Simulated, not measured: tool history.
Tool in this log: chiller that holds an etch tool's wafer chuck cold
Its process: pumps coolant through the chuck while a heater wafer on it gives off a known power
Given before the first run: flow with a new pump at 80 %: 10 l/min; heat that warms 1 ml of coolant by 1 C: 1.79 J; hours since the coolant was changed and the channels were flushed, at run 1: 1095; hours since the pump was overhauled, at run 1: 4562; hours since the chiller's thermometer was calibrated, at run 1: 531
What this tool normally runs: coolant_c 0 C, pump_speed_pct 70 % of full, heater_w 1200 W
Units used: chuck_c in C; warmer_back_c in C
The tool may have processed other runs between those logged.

| run | day | coolant_c | pump_speed_pct | heater_w | hours since the coolant was changed and the channels were flushed | hours since the pump was overhauled | hours since the chiller's thermometer was calibrated | chuck_c | warmer_back_c |
|---|---|---|---|---|---|---|---|---|---|
| 1 | 0.000 | 0 | 70 | 1200 | 1095 | 4562 | 531 | 13.7 | 5.13 |
| 2 | 4.708 | 0 | 70 | 1200 | 1208 | 4675 | 644 | 13.8 | 5.24 |
| 3 | 8.342 | 0 | 70 | 892 | 1295 | 4763 | 732 | 10.2 | 3.87 |
| 4 | 10.883 | 0 | 70 | 1200 | 1356 | 4824 | 793 | 14.1 | 5.25 |
| 5 | 15.862 | 0 | 70 | 1200 | 1476 | 4943 | 912 | 13.9 | 5.34 |
| 6 | 18.725 | 0 | 70 | 1200 | 1544 | 5012 | 981 | 14.1 | 5.28 |
| 7 | 23.600 | 0 | 94 | 1200 | 1661 | 5129 | 1098 | 11.1 | 3.94 |
| 8 | 26.562 | 0 | 70 | 1200 | 1732 | 5200 | 1169 | 14.4 | 5.34 |
| 9 | 29.671 | 0 | 76 | 1200 | 1807 | 5274 | 1244 | 13.5 | 4.94 |
| 10 | 34.975 | 0 | 76 | 1200 | 1934 | 5402 | 1371 | 13.5 | 4.87 |
|  | 35.325 | chiller's thermometer calibrated |
| 11 | 38.154 | 0 | 70 | 1200 | 2010 | 5477 | 68 | 14.5 | 5.40 |
| 12 | 41.917 | 0 | 100 | 1200 | 2100 | 5567 | 158 | 11.2 | 3.76 |
| 13 | 46.629 | 0 | 85 | 1200 | 2213 | 5680 | 271 | 12.5 | 4.33 |
| 14 | 50.633 | 0 | 85 | 1200 | 2309 | 5777 | 367 | 12.7 | 4.45 |
| 15 | 55.567 | 0 | 70 | 648 | 2428 | 5895 | 486 | 8.3 | 2.90 |
|  | 57.317 | coolant pump overhauled |
| 16 | 58.517 | 6 | 68 | 935 | 2493 | 29 | 552 | 16.7 | 3.70 |
| 17 | 63.421 | 6 | 68 | 935 | 2611 | 146 | 669 | 16.9 | 3.69 |
|  | 66.612 | chiller's thermometer calibrated, once more |
| 18 | 68.346 | 0 | 75 | 1200 | 2728 | 264 | 42 | 12.1 | 4.32 |
| 19 | 73.458 | -7 | 86 | 985 | 2851 | 386 | 164 | 2.1 | 3.09 |
| 20 | 78.792 | -7 | 86 | 985 | 2979 | 514 | 292 | 2.0 | 3.13 |
| 21 | 84.308 | -7 | 86 | 699 | 3111 | 647 | 425 | -0.6 | 2.29 |
| 22 | 87.425 | 2 | 95 | 774 | 3186 | 722 | 500 | 8.7 | 2.26 |
| 23 | 92.446 | 2 | 95 | 774 | 3307 | 842 | 620 | 8.7 | 2.20 |
| 24 | 94.704 | 0 | 95 | 1749 | 3361 | 896 | 674 | 15.2 | 5.09 |
| 25 | 99.550 | 5 | 91 | 1200 | 3477 | 1013 | 791 | 16.0 | 3.66 |
| 26 | 105.008 | -2 | 75 | 818 | 3608 | 1144 | 922 | 6.8 | 3.01 |
| 27 | 110.438 | 0 | 70 | 744 | 3738 | 1274 | 1052 | 8.7 | 2.96 |
| 28 | 115.925 | -8 | 70 | 702 | 3870 | 1406 | 1184 | 0.0 | 2.83 |

Branching from run 28: 5 alternative next runs. What would each branch give?
| A | 120.425 | 4 | 71 | 667 | 3978 | 1514 | 1292 | ? | ? |
| B | 120.425 | -2 | 96 | 772 | 3978 | 1514 | 1292 | ? | ? |
| C | 120.425 | -8 | 70 | 623 | 3978 | 1514 | 1292 | ? | ? |
| D | 120.425 | 0 | 96 | 1582 | 3978 | 1514 | 1292 | ? | ? |
| E | 120.425 | 6 | 92 | 702 | 3978 | 1514 | 1292 | ? | ? |

| run | chuck_c | warmer_back_c |
|---|---|---|
| A | 11.6 | 2.59 |
| B | 4.9 | 2.30 |
| C | -0.7 | 2.45 |
| D | 14.2 | 4.62 |
| E | 12.6 | 2.15 |
Stripped of hidden state, with their random variation kept, the same runs would have yielded:
| run | chuck_c | warmer_back_c |
|---|---|---|
| A | 10.4 | 2.48 |
| B | 3.8 | 2.20 |
| C | -1.8 | 2.33 |
| D | 12.1 | 4.41 |
| E | 11.6 | 2.06 |
